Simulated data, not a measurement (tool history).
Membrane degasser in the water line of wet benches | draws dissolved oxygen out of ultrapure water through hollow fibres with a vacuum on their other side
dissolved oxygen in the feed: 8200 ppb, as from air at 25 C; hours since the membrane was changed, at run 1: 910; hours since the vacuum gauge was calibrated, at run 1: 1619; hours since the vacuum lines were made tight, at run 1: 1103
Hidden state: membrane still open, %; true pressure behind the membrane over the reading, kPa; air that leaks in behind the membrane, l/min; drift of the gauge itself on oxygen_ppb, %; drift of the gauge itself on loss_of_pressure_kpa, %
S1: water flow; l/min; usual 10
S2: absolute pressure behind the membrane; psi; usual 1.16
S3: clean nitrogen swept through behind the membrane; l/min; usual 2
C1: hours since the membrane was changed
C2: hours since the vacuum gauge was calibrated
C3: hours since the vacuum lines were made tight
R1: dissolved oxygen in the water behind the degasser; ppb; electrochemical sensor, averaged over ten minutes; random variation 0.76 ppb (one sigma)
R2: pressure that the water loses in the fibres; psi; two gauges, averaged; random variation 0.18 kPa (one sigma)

run 1 day=0 | S1=10 S2=1.16 S3=2 | C1=910 C2=1619 C3=1103 | R1=71 R2=4.757
run 2 day=1.629 | S1=10 S2=1.16 S3=2 | C1=949 C2=1658 C3=1143 | R1=71.6 R2=4.744
run 3 day=2.725 | S1=16 S2=1.16 S3=2 | C1=976 C2=1684 C3=1169 | R1=156.9 R2=7.674
run 4 day=3.604 | S1=10 S2=0.769 S3=2 | C1=997 C2=1705 C3=1190 | R1=37.2 R2=4.722
run 5 day=5.058 | S1=10 S2=0.769 S3=2 | C1=1032 C2=1740 C3=1225 | R1=37.9 R2=4.828
run 6 day=6.783 | S1=10 S2=1.16 S3=3.05 | C1=1073 C2=1782 C3=1266 | R1=50.5 R2=4.785
run 7 day=8.025 | S1=10 S2=1.16 S3=3.05 | C1=1103 C2=1811 C3=1296 | R1=51.1 R2=4.776
run 8 day=10.004 | S1=10 S2=1.16 S3=3.05 | C1=1150 C2=1859 C3=1344 | R1=50.6 R2=4.747
run 9 day=11.812 | S1=10 S2=1.16 S3=3.12 | C1=1194 C2=1902 C3=1387 | R1=50.4 R2=4.818
run 10 day=13.188 | S1=10 S2=2.102 S3=2 | C1=1227 C2=1935 C3=1420 | R1=149.7 R2=4.773
run 11 day=14.808 | S1=10 S2=1.125 S3=2 | C1=1266 C2=1974 C3=1459 | R1=68.5 R2=4.659
run 12 day=16.642 | S1=10 S2=1.334 S3=2 | C1=1310 C2=2018 C3=1503 | R1=85 R2=4.747
run 13 day=17.504 | S1=7 S2=1.16 S3=2 | C1=1330 C2=2039 C3=1524 | R1=44.3 R2=3.332
run 14 day=19.062 | S1=10 S2=0.972 S3=2 | C1=1368 C2=2076 C3=1561 | R1=55.2 R2=4.75
run 15 day=20.146 | S1=10 S2=1.16 S3=2 | C1=1394 C2=2102 C3=1587 | R1=72.1 R2=4.772
run 16 day=21.767 | S1=10 S2=1.16 S3=2 | C1=1433 C2=2141 C3=1626 | R1=69.9 R2=4.815
run 17 day=23.429 | S1=13 S2=2.479 S3=1.64 | C1=1472 C2=2181 C3=1666 | R1=296.8 R2=6.247
run 18 day=24.467 | S1=13 S2=1.645 S3=4.05 | C1=1497 C2=2206 C3=1691 | R1=99.3 R2=6.219
run 19 day=25.996 | S1=14 S2=1.081 S3=2 | C1=1534 C2=2243 C3=1727 | R1=118.1 R2=6.736
run 20 day=27.304 | S1=14 S2=1.081 S3=2 | C1=1565 C2=2274 C3=1759 | R1=116.6 R2=6.707
run 21 day=28.9 | S1=14 S2=0.756 S3=2 | C1=1604 C2=2312 C3=1797 | R1=77.8 R2=6.733
run 22 day=30.446 | S1=7 S2=1.968 S3=0.97 | C1=1641 C2=2350 C3=1834 | R1=185.7 R2=3.392
run 23 day=32.192 | S1=10 S2=0.967 S3=0.97 | C1=1683 C2=2391 C3=1876 | R1=97.2 R2=4.792
run 24 day=34.092 | S1=10 S2=0.967 S3=0.97 | C1=1728 C2=2437 C3=1922 | R1=99.4 R2=4.792
run 25 day=36.025 | S1=11 S2=1.588 S3=4.85 | C1=1775 C2=2483 C3=1968 | R1=62.8 R2=5.307
run 26 day=37.867 | S1=11 S2=0.815 S3=5.82 | C1=1819 C2=2528 C3=2012 | R1=29.8 R2=5.236
run 27 day=39.762 | S1=13 S2=1.917 S3=2 | C1=1865 C2=2573 C3=2058 | R1=191.1 R2=6.245
run 28 day=41.071 | S1=11 S2=2.738 S3=3.3 | C1=1896 C2=2605 C3=2089 | R1=149 R2=5.243
run 29 day=42.742 | S1=11 S2=1.913 S3=0.82 | C1=1936 C2=2645 C3=2129 | R1=324 R2=5.261
run 30 day=44.571 | S1=15 S2=2.518 S3=1.05 | C1=1980 C2=2689 C3=2173 | R1=505.4 R2=7.233
run 31 day=45.946 | S1=12 S2=1.71 S3=1.65 | C1=2013 C2=2722 C3=2206 | R1=177.3 R2=5.761

Forecast each of these 5 alternatives for the next run:
run A day=46.9 | S1=15 S2=1.16 S3=3.72 | C1=2036 C2=2744 C3=2229 | R1=? R2=?
run B day=46.9 | S1=14 S2=2.576 S3=4.18 | C1=2036 C2=2744 C3=2229 | R1=? R2=?
run C day=46.9 | S1=15 S2=2.276 S3=5.9 | C1=2036 C2=2744 C3=2229 | R1=? R2=?
run D day=46.9 | S1=15 S2=1.71 S3=1.89 | C1=2036 C2=2744 C3=2229 | R1=? R2=?
run E day=46.9 | S1=12 S2=2.413 S3=1.82 | C1=2036 C2=2744 C3=2229 | R1=? R2=?

run=A R1=105.5 R2=7.178
run=B R1=162.1 R2=6.676
run=C R1=135.5 R2=7.179
run=D R1=220.7 R2=7.175
run=E R1=237.1 R2=5.764
Without the tool's hidden state the same runs would have given:
run=A R1=102.1 R2=7.129
run=B R1=157.7 R2=6.63
run=C R1=131.7 R2=7.13
run=D R1=215.1 R2=7.126
run=E R1=230.7 R2=5.723
